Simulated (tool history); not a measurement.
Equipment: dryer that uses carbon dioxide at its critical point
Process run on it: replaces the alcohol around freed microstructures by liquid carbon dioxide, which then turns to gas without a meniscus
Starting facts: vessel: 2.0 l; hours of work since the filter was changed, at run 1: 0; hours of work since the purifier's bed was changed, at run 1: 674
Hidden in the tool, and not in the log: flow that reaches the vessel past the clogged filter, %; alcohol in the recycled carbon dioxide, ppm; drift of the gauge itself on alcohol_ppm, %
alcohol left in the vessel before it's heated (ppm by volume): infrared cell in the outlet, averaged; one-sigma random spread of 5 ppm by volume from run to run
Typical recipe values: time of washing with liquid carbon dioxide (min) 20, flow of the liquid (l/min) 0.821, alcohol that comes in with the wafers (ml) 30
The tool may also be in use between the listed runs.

| run | hour | time of washing with liquid carbon dioxide (min) | flow of the liquid (l/min) | alcohol that comes in with the wafers (ml) | hours of work since the filter was changed | hours of work since the purifier's bed was changed | alcohol left in the vessel before it's heated (ppm by volume) |
|---|---|---|---|---|---|---|---|
| 1 | 0.0 | 20 | 0.821 | 30 | 0 | 674 | 134 |
| 2 | 37.0 | 20 | 0.821 | 30 | 29 | 703 | 133 |
| 3 | 93.0 | 20 | 0.821 | 30 | 73 | 747 | 133 |
| 4 | 133.9 | 20 | 0.821 | 30 | 105 | 779 | 150 |
| 5 | 172.7 | 20 | 0.821 | 20 | 135 | 809 | 134 |
| 6 | 237.4 | 20 | 0.821 | 20 | 186 | 860 | 141 |
| 7 | 285.3 | 20 | 0.821 | 86 | 223 | 898 | 251 |
| 8 | 345.6 | 20 | 0.821 | 86 | 270 | 945 | 256 |
| 9 | 411.1 | 31 | 1.236 | 116 | 322 | 996 | 132 |
| 10 | 444.3 | 31 | 1.236 | 116 | 348 | 1022 | 135 |
| 11 | 483.3 | 31 | 0.531 | 51 | 378 | 1053 | 232 |
| 12 | 531.5 | 31 | 0.531 | 51 | 416 | 1090 | 238 |
| 13 | 588.7 | 13 | 1.287 | 30 | 461 | 1135 | 190 |
| 14 | 627.2 | 20 | 0.821 | 43 | 491 | 1165 | 236 |
|  | 665.7 | inlet filter changed |
| 15 | 697.4 | 20 | 0.821 | 43 | 25 | 1219 | 212 |

Branching from run 15: 5 alternative next runs. What would each branch give?
| A | 735.5 | 13 | 1.181 | 97 | 55 | 1249 | ? |
| B | 735.5 | 20 | 0.821 | 24 | 55 | 1249 | ? |
| C | 735.5 | 20 | 0.579 | 56 | 55 | 1249 | ? |
| D | 735.5 | 25 | 1.298 | 92 | 55 | 1249 | ? |
| E | 735.5 | 16 | 1.324 | 52 | 55 | 1249 | ? |

| run | alcohol left in the vessel before it's heated (ppm by volume) |
|---|---|
| A | 336 |
| B | 193 |
| C | 631 |
| D | 157 |
| E | 183 |
Stripped of hidden state, with their random variation kept, the same runs would have yielded:
| run | alcohol left in the vessel before it's heated (ppm by volume) |
|---|---|
| A | 166 |
| B | 32 |
| C | 450 |
| D | 0 |
| E | 28 |
